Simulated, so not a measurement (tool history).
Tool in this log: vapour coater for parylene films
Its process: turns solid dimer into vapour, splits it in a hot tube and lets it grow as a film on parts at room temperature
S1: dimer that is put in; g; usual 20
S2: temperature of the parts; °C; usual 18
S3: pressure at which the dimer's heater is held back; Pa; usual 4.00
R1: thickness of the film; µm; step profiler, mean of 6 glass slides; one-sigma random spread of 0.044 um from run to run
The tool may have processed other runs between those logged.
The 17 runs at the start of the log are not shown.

Run 18, hour 730.0: usual settings. Result: R1 4.81 µm.
Run 19, hour 788.2: usual settings but S2 23 °C. Result: R1 3.71 µm.
Run 20, hour 847.5: usual settings but S2 23 °C. Result: R1 3.60 µm.
Run 21, hour 877.0: usual settings but S2 28 °C, S3 9.25 Pa. Result: R1 2.43 µm.
Run 22, hour 929.0: usual settings but S2 15 °C, S3 11.03 Pa. Result: R1 4.28 µm.
At hour 968.4: trap's valve overhauled.
Run 23, hour 981.6: usual settings but S2 15 °C, S3 11.03 Pa. Result: R1 4.93 µm.
Run 24, hour 1038.2: usual settings but S1 10 g, S2 27 °C, S3 6.31 Pa. Result: R1 1.47 µm.
Run 25, hour 1083.4: usual settings but S1 10 g, S2 27 °C, S3 6.31 Pa. Result: R1 1.45 µm.
Run 26, hour 1115.5: usual settings but S1 10 g, S2 27 °C, S3 6.31 Pa. Result: R1 1.42 µm.
Run 27, hour 1166.2: usual settings but S1 10 g, S2 27 °C, S3 6.31 Pa. Result: R1 1.41 µm.
Run 28, hour 1192.8: usual settings but S2 16 °C, S3 10.07 Pa. Result: R1 4.25 µm.
Run 29, hour 1219.5: usual settings but S1 11 g, S2 11 °C, S3 8.46 Pa. Result: R1 2.90 µm.
At hour 1262.6: trap's valve overhauled.
Run 30, hour 1279.9: usual settings but S1 29 g, S2 13 °C, S3 5.39 Pa. Result: R1 8.54 µm.
Run 31, hour 1334.3: usual settings but S1 15 g, S2 13 °C, S3 5.39 Pa. Result: R1 4.38 µm.
Run 32, hour 1360.8: usual settings but S3 4.09 Pa. Result: R1 4.84 µm.
Run 33, hour 1396.9: usual settings but S1 18 g, S2 24 °C, S3 2.87 Pa. Result: R1 3.34 µm.
Run 34, hour 1423.5: usual settings but S1 11 g, S3 3.67 Pa. Result: R1 2.62 µm.
Run 35, hour 1476.4: usual settings but S1 25 g, S2 12 °C. Result: R1 6.63 µm.
Run 36, hour 1533.0: usual settings but S3 2.66 Pa. Result: R1 4.77 µm.
At hour 1554.6: trap's valve overhauled.
Run 37, hour 1579.3: usual settings but S1 18 g, S2 27 °C, S3 3.00 Pa. Result: R1 3.07 µm.

Below are 3 alternative next runs, each starting from the tool's condition after run 37. Predict each:
Run A, hour 1631.3: usual settings but S1 18 g, S2 13 °C, S3 3.00 Pa. Result: R1 ?.
Run B, hour 1631.3: usual settings but S1 9 g, S2 27 °C, S3 6.24 Pa. Result: R1 ?.
Run C, hour 1631.3: usual settings but S1 18 g, S2 27 °C, S3 8.63 Pa. Result: R1 ?.

run    R1
  A  5.19
  B  1.30
  C  2.48
With no hidden state in the tool, these same runs would have given:
run    R1
  A  5.39
  B  1.30
  C  2.48

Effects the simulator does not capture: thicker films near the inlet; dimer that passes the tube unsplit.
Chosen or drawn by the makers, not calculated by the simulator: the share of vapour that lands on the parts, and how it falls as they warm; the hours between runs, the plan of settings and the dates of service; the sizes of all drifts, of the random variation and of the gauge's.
